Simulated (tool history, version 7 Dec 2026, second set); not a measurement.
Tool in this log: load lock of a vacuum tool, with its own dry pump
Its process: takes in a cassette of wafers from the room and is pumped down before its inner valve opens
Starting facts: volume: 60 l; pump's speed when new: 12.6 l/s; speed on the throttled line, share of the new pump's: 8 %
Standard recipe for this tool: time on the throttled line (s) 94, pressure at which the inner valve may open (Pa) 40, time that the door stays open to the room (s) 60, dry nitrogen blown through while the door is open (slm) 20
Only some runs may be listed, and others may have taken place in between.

run	day	time on the throttled line (s)	pressure at which the inner valve may open (Pa)	time that the door stays open to the room (s)	dry nitrogen blown through while the door is open (slm)	incoming humidity of the room's air, %	time from the closed door until the inner valve may open (s)	rise of the pressure with all valves shut (Pa/min)
1	0.000	94	40	60	20	47.7	123.6	0.024
2	14.854	94	40	60	20	48.9	124.0	0.025
3	30.808	94	72	60	20	45.8	120.5	0.017
4	44.604	94	72	60	20	48.0	121.8	0.024
# day 50.625: door's seal changed, seat wiped
5	55.721	94	40	60	20	43.5	123.5	0.012
6	72.750	94	40	60	20	44.9	124.4	0.020
7	91.742	94	40	60	4	41.5	123.6	0.033
8	113.700	94	40	60	4	40.6	123.1	0.026
9	132.096	94	40	60	4	43.5	123.8	0.025
10	142.454	94	40	60	4	47.4	123.8	0.025
11	158.050	94	40	60	20	43.9	123.6	0.020
12	173.750	71	40	60	20	42.9	102.3	0.020
13	184.221	94	34	60	20	47.1	124.4	0.018
14	202.917	94	55	60	20	47.9	122.6	0.021
15	224.417	94	55	60	20	45.4	122.6	0.018
16	234.529	94	55	60	20	43.1	122.3	0.016
17	244.908	94	55	60	20	46.6	122.0	0.021
18	266.283	94	55	60	20	47.1	121.5	0.018
19	277.896	94	68	60	20	43.5	122.2	0.017
20	301.150	94	68	60	20	41.4	120.5	0.017
21	313.229	107	58	178	15	47.2	134.0	0.038
22	333.567	107	58	178	15	48.5	133.8	0.040
23	354.050	107	58	178	15	45.2	132.8	0.032
24	369.742	107	58	178	15	46.8	133.4	0.032
25	384.350	72	40	60	20	43.7	103.9	0.018
26	406.767	72	41	223	20	40.8	103.1	0.036
27	420.788	72	41	223	20	46.8	103.4	0.037
28	433.196	94	42	60	4	42.8	123.4	0.023
# day 435.096: dry pump taken out, an overhauled one fitted
29	454.225	75	33	66	8	46.7	107.9	0.032
30	472.650	75	33	66	8	45.7	107.6	0.026
31	493.796	177	71	82	8	45.7	196.8	0.027
32	518.517	97	57	56	16	43.8	123.9	0.017
33	542.671	94	40	111	20	44.8	123.8	0.030
34	565.438	94	48	111	20	44.5	122.5	0.027
35	578.308	91	48	111	20	46.7	119.5	0.024
36	600.529	91	48	111	20	47.7	120.6	0.028

Branching from run 36: 5 alternative next runs. What would each branch give?
A	613.346	91	48	111	20	42.1	?	?
B	613.346	88	48	111	4	44.8	?	?
C	613.346	54	77	111	4	44.5	?	?
D	613.346	91	48	159	17	44.9	?	?
E	613.346	73	40	60	20	44.4	?	?

run	time from the closed door until the inner valve may open (s)	rise of the pressure with all valves shut (Pa/min)
A	119.0	0.020
B	117.5	0.039
C	83.9	0.027
D	120.1	0.027
E	104.6	0.023
With the hidden condition removed and each run's random variation left untouched, the same runs would have given:
run	time from the closed door until the inner valve may open (s)	rise of the pressure with all valves shut (Pa/min)
A	119.0	0.019
B	117.5	0.037
C	83.9	0.026
D	120.1	0.025
E	104.6	0.021
